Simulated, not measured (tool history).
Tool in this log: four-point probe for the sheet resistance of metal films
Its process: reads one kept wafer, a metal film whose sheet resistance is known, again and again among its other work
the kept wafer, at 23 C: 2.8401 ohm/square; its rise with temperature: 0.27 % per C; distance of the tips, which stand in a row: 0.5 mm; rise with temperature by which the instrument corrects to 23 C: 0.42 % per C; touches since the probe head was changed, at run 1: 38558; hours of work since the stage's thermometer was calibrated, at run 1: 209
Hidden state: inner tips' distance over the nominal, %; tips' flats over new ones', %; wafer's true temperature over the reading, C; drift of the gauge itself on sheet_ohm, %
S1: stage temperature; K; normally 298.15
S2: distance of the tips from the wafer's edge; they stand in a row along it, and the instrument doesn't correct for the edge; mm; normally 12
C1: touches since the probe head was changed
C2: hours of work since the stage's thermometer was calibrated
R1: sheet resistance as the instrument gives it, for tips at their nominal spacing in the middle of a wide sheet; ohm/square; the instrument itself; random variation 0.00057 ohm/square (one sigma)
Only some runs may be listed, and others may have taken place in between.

Run 1, hour 0.0: usual settings; C1 38558; C2 209. Result: R1 2.841103 ohm/square.
Run 2, hour 8.0: usual settings but S1 291.15 K; C1 38831; C2 214. Result: R1 2.873116 ohm/square.
Run 3, hour 23.8: usual settings; C1 39374; C2 225. Result: R1 2.841861 ohm/square.
Run 4, hour 32.6: usual settings; C1 39673; C2 230. Result: R1 2.842118 ohm/square.
Run 5, hour 42.0: usual settings; C1 39995; C2 237. Result: R1 2.842582 ohm/square.
Run 6, hour 58.6: usual settings; C1 40565; C2 248. Result: R1 2.842056 ohm/square.
Run 7, hour 69.4: usual settings; C1 40933; C2 255. Result: R1 2.843643 ohm/square.
At hour 70.8: stage's thermometer calibrated.
Run 8, hour 82.3: usual settings; C1 41359; C2 8. Result: R1 2.842285 ohm/square.
Run 9, hour 97.2: usual settings; C1 41868; C2 17. Result: R1 2.843004 ohm/square.
Run 10, hour 105.9: usual settings but S2 5 mm; C1 42167; C2 23. Result: R1 2.855008 ohm/square.
At hour 121.3: stage's thermometer calibrated, once more.
Run 11, hour 121.3: usual settings but S2 5 mm; C1 42677; C2 0. Result: R1 2.857004 ohm/square.

Same runs, no hidden state in the tool, same run-to-run variation:
run        R1
  1  2.833489
  2  2.865345
  3  2.833979
  4  2.834124
  5  2.834481
  6  2.833759
  7  2.835212
  8  2.834144
  9  2.834676
 10  2.846534
 11  2.846797

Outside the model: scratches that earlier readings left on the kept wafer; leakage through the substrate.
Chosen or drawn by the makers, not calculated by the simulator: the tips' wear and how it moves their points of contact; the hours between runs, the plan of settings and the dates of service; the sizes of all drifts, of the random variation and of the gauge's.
